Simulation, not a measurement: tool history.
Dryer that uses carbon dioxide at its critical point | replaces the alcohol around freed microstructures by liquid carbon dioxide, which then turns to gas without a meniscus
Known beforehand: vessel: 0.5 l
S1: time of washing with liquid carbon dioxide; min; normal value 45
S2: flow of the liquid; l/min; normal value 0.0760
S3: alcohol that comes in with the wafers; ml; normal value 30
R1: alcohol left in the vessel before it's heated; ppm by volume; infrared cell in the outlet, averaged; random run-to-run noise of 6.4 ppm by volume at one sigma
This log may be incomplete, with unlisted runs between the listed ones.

Run 1, hour 0.0: usual settings. Result: R1 408 ppm by volume.
Run 2, hour 8.3: usual settings. Result: R1 397 ppm by volume.
Run 3, hour 19.2: usual settings but S1 32 min. Result: R1 1641 ppm by volume.
Run 4, hour 37.7: usual settings but S1 32 min. Result: R1 1677 ppm by volume.
Run 5, hour 53.7: usual settings but S1 55 min. Result: R1 156 ppm by volume.
Run 6, hour 63.1: usual settings but S1 55 min. Result: R1 158 ppm by volume.
Run 7, hour 74.9: usual settings but S1 31 min. Result: R1 1871 ppm by volume.
At hour 77.3: inlet filter changed.
Run 8, hour 89.2: usual settings but S1 31 min. Result: R1 1515 ppm by volume.
Run 9, hour 101.9: usual settings. Result: R1 304 ppm by volume.
Run 10, hour 110.3: usual settings but S1 34 min. Result: R1 1059 ppm by volume.
Run 11, hour 127.4: usual settings but S1 34 min. Result: R1 1058 ppm by volume.
Run 12, hour 139.7: usual settings but S1 34 min, S2 0.1097 l/min. Result: R1 224 ppm by volume.
Run 13, hour 154.9: usual settings but S1 34 min, S2 0.1097 l/min. Result: R1 217 ppm by volume.
Run 14, hour 164.2: usual settings but S1 49 min, S2 0.0463 l/min, S3 88 ml. Result: R1 4754 ppm by volume.
Run 15, hour 182.0: usual settings but S2 0.0463 l/min, S3 20 ml. Result: R1 1430 ppm by volume.
Run 16, hour 195.0: usual settings but S1 64 min, S2 0.0633 l/min, S3 55 ml. Result: R1 227 ppm by volume.
Run 17, hour 209.3: usual settings but S1 30 min, S2 0.1119 l/min, S3 95 ml. Result: R1 1083 ppm by volume.
Run 18, hour 224.8: usual settings but S1 40 min, S2 0.0526 l/min, S3 45 ml. Result: R1 3187 ppm by volume.
Run 19, hour 238.0: usual settings but S2 0.0583 l/min, S3 72 ml. Result: R1 2291 ppm by volume.
Run 20, hour 250.4: usual settings but S1 47 min, S3 101 ml. Result: R1 800 ppm by volume.
Run 21, hour 262.2: usual settings but S1 47 min, S2 0.0661 l/min, S3 47 ml. Result: R1 735 ppm by volume.
Run 22, hour 275.6: usual settings but S1 64 min, S2 0.0832 l/min, S3 23 ml. Result: R1 69 ppm by volume.
Run 23, hour 287.5: usual settings but S1 64 min, S2 0.0832 l/min, S3 23 ml. Result: R1 61 ppm by volume.
Run 24, hour 295.8: usual settings but S1 28 min, S2 0.1222 l/min, S3 58 ml. Result: R1 633 ppm by volume.
Run 25, hour 304.4: usual settings but S2 0.0540 l/min, S3 27 ml. Result: R1 1190 ppm by volume.
Run 26, hour 319.8: usual settings but S2 0.0851 l/min, S3 27 ml. Result: R1 191 ppm by volume.

3 options for the next run, each taken on its own from the tool as it stands now. Forecast them:
Run A, hour 329.5: usual settings but S2 0.0928 l/min, S3 37 ml. Result: R1 ?.
Run B, hour 329.5: usual settings but S2 0.0816 l/min, S3 42 ml. Result: R1 ?.
Run C, hour 329.5: usual settings but S1 70 min, S2 0.0591 l/min, S3 26 ml. Result: R1 ?.

run   R1
  A  163
  B  325
  C  131
Without the tool's hidden state the same runs would have given:
run   R1
  A  106
  B  257
  C   78
